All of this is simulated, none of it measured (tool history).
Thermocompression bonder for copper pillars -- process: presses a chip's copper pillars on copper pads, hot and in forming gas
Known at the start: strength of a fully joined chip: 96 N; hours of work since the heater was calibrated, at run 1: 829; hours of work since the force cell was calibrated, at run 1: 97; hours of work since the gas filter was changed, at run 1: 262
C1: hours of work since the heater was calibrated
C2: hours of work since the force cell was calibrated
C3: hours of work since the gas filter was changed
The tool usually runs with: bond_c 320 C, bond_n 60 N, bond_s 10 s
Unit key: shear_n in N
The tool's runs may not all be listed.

{"run": 1, "day": 0.0, "bond_c": 320, "bond_n": 60, "bond_s": 10, "C1": 829, "C2": 97, "C3": 262, "shear_n": 60.7}
{"run": 2, "day": 0.504, "bond_c": 320, "bond_n": 60, "bond_s": 10, "C1": 838, "C2": 106, "C3": 271, "shear_n": 59.7}
{"run": 3, "day": 1.492, "bond_c": 320, "bond_n": 60, "bond_s": 10, "C1": 855, "C2": 123, "C3": 288, "shear_n": 59.9}
{"run": 4, "day": 2.396, "bond_c": 320, "bond_n": 60, "bond_s": 9, "C1": 871, "C2": 139, "C3": 304, "shear_n": 57.4}
{"run": 5, "day": 3.3, "bond_c": 320, "bond_n": 60, "bond_s": 10, "C1": 887, "C2": 155, "C3": 320, "shear_n": 59.9}
{"run": 6, "day": 4.112, "bond_c": 320, "bond_n": 60, "bond_s": 28, "C1": 902, "C2": 170, "C3": 335, "shear_n": 73.9}
{"run": 7, "day": 4.954, "bond_c": 320, "bond_n": 60, "bond_s": 28, "C1": 917, "C2": 185, "C3": 350, "shear_n": 73.7}
{"run": 8, "day": 5.754, "bond_c": 320, "bond_n": 60, "bond_s": 10, "C1": 931, "C2": 199, "C3": 364, "shear_n": 57.8}
{"run": 9, "day": 6.317, "bond_c": 339, "bond_n": 60, "bond_s": 10, "C1": 941, "C2": 209, "C3": 374, "shear_n": 69.1}
{"day": 6.958, "done": "forming gas filter changed"}
{"run": 10, "day": 7.217, "bond_c": 339, "bond_n": 60, "bond_s": 10, "C1": 957, "C2": 224, "C3": 5, "shear_n": 74.1}
{"run": 11, "day": 7.712, "bond_c": 339, "bond_n": 60, "bond_s": 10, "C1": 965, "C2": 233, "C3": 13, "shear_n": 73.4}
{"run": 12, "day": 8.292, "bond_c": 339, "bond_n": 60, "bond_s": 10, "C1": 976, "C2": 243, "C3": 24, "shear_n": 74.6}
{"run": 13, "day": 8.812, "bond_c": 339, "bond_n": 60, "bond_s": 10, "C1": 985, "C2": 253, "C3": 33, "shear_n": 73.8}
{"run": 14, "day": 9.238, "bond_c": 339, "bond_n": 60, "bond_s": 10, "C1": 993, "C2": 260, "C3": 41, "shear_n": 72.7}
{"run": 15, "day": 10.108, "bond_c": 333, "bond_n": 88, "bond_s": 10, "C1": 1008, "C2": 276, "C3": 56, "shear_n": 80.2}
{"run": 16, "day": 10.583, "bond_c": 304, "bond_n": 70, "bond_s": 10, "C1": 1016, "C2": 284, "C3": 64, "shear_n": 58.4}
{"run": 17, "day": 11.104, "bond_c": 308, "bond_n": 70, "bond_s": 14, "C1": 1026, "C2": 293, "C3": 74, "shear_n": 66.3}

Run 18 comes next. What will it give?
{"day": 11.362, "done": "heater calibrated with a thermocouple chip"}
{"run": 18, "day": 11.983, "bond_c": 308, "bond_n": 70, "bond_s": 14, "C1": 11, "C2": 307, "C3": 88, "shear_n": "?"}

For run 18 the tool returned shear_n 59.4 N.
With the hidden condition absent and the run-to-run variation left alone, this run would have shown shear_n 61.2 N.

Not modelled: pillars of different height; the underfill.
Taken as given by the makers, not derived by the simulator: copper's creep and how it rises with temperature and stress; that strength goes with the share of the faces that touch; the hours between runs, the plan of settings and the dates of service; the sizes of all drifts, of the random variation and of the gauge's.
